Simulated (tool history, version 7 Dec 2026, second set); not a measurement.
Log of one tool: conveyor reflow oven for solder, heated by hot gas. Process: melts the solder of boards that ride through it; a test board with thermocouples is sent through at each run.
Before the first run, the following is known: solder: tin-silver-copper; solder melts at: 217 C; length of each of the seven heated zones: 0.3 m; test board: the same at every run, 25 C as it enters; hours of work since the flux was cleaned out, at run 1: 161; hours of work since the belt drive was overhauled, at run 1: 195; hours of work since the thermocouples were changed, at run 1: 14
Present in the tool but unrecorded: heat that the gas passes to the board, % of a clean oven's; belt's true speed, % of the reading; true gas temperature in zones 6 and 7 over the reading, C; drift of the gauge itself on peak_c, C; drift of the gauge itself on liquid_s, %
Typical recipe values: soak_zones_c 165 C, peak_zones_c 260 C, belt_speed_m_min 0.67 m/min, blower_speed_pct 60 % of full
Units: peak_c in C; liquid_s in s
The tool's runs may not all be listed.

run	hour	soak_zones_c	peak_zones_c	belt_speed_m_min	blower_speed_pct	hours of work since the flux was cleaned out	hours of work since the belt drive was overhauled	hours of work since the thermocouples were changed	peak_c	liquid_s
1	0	165	260	0.67	60	161	195	14	245	34.2
# hour 70.4: flux residue cleaned out of gas plates and filters
2	83.5	165	260	0.67	60	6	229	48	245	34.5
3	154.6	165	260	0.67	60	36	259	79	244.8	35.1
4	230.5	165	260	0.67	60	69	292	112	243.7	35.5
5	284.9	165	260	0.67	60	93	316	135	245.5	34.2
6	357.3	176	260	0.67	60	124	347	167	247.7	38.2
7	391.3	165	260	0.67	81	139	362	181	248.8	37.3
8	440.9	165	260	0.67	81	160	383	203	248.8	36.5
# hour 517.9: flux residue cleaned out of gas plates and filters
9	524.9	165	260	0.67	81	3	417	237	249.1	37.9
10	604	165	248	0.67	59	37	452	271	234.4	26.5
11	669.1	175	259	0.67	60	65	480	299	246.1	38
12	739	175	259	0.67	60	96	510	329	246.3	37.1
13	794.2	156	255	0.69	60	119	534	353	238.9	27.1
14	868	176	267	0.758	60	151	566	385	249.5	34.3
15	902.2	176	267	0.758	60	166	580	400	250	34.1

Entry by entry between the runs, the difference in hidden state between the last listed run before and the first listed run after:
From run 1 to run 2: flux residue cleaned out of gas plates and filters (hour 70.4)
  heat that the gas passes to the board, % of a clean oven's: 99.6 -> 100; belt's true speed, % of the reading: 99.97 -> 99.96; true gas temperature in zones 6 and 7 over the reading, C: 0 -> -0.01
From run 8 to run 9: flux residue cleaned out of gas plates and filters (hour 517.9)
  heat that the gas passes to the board, % of a clean oven's: 99.6 -> 100; belt's true speed, % of the reading: 99.93 -> 99.92; true gas temperature in zones 6 and 7 over the reading, C: -0.04 -> -0.05

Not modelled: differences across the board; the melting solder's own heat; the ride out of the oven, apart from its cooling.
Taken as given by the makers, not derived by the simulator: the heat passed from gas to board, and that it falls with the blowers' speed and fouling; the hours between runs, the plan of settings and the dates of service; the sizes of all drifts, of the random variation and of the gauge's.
